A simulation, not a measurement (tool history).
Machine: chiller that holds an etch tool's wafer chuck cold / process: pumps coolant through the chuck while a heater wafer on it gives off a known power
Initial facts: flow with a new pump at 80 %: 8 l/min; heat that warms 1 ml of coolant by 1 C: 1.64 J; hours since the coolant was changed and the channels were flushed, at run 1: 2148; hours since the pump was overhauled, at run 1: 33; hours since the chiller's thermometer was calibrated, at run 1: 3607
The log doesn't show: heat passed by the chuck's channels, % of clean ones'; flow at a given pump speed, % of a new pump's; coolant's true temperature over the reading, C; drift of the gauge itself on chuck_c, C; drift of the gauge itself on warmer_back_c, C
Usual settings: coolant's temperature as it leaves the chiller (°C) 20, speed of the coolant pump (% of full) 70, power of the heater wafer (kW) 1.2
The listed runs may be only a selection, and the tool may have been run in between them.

run,hour,coolant's temperature as it leaves the chiller (°C),speed of the coolant pump (% of full),power of the heater wafer (kW),hours since the coolant was changed and the channels were flushed,hours since the pump was overhauled,hours since the chiller's thermometer was calibrated,chuck's temperature once it has settled (°C),how much warmer the coolant comes back (C)
1,0,20,70,1.2,2148,33,3607,34,6.3
2,62.1,20,70,1.2,2210,95,3669,33.9,6.33
# hour 85: chiller's thermometer calibrated
3,125.6,20,70,1.2,2273,157,41,33.9,6.33
4,235.2,24,70,1.2,2382,267,150,38,6.29
5,347.4,24,70,1.2,2494,379,262,37.9,6.33
6,426.4,24,70,1.2,2573,458,341,37.9,6.36
7,546.3,20,70,1.2,2693,578,461,33.9,6.31
8,630.5,20,70,1.567,2777,662,545,38.2,8.31
9,757.3,20,70,1.567,2904,789,672,38.1,8.28
10,838,20,70,1.567,2985,870,753,38.1,8.32
11,896.2,19,70,1.2,3043,928,811,33,6.42
12,1017.5,20,70,0.921,3164,1049,932,30.7,4.92
13,1083.5,20,75,0.921,3230,1115,998,30.3,4.61
14,1143,20,84,1.2,3290,1175,1058,32.6,5.31
15,1271.8,20,84,1.2,3419,1303,1187,32.5,5.37
16,1360.3,20,70,1.2,3507,1392,1275,33.7,6.41
17,1436.3,11,64,1.107,3583,1468,1351,24.7,6.55
18,1569.4,14,70,1.093,3716,1601,1484,26.6,5.87
19,1638.2,29,70,1.217,3785,1670,1553,43.1,6.63
20,1700.2,13,70,1.217,3847,1732,1615,27.1,6.54
21,1778.6,13,70,1.187,3926,1810,1694,26.5,6.39
22,1885.5,15,95,1.154,4032,1917,1800,26.2,4.6
23,1971.1,20,75,0.839,4118,2003,1886,29.4,4.31
24,2042.4,29,68,0.827,4189,2074,1957,38.8,4.66
25,2167.1,22,70,0.707,4314,2199,2082,30.2,3.87
26,2228,20,61,0.608,4375,2260,2143,27.6,3.92
27,2333.5,16,70,1.681,4480,2365,2248,35.5,9.03
28,2447.7,16,70,1.681,4595,2479,2363,35.7,9.05
29,2586.5,16,96,0.63,4733,2618,2501,22.3,2.67
30,2693.9,23,85,0.63,4841,2725,2609,29.5,2.94
31,2811.1,12,82,1.171,4958,2843,2726,24.3,5.59
32,2893.7,12,82,1.171,5041,2925,2809,24.4,5.51

Consider 3 possible next runs. They are alternatives, not a sequence: every one starts from the tool as it was left by run 32. What does each give?
A,3001,18,90,1.171,5148,3032,2916,?,?
B,3001,25,70,1.093,5148,3032,2916,?,?
C,3001,14,97,1.2,5148,3032,2916,?,?

run,chuck's temperature once it has settled (°C),how much warmer the coolant comes back (C)
A,29.5,4.99
B,37.8,6.04
C,25.2,4.8
Stripped of hidden state, with their random variation kept, the same runs would have yielded:
run,chuck's temperature once it has settled (°C),how much warmer the coolant comes back (C)
A,29.5,4.68
B,37.8,5.73
C,25.1,4.49
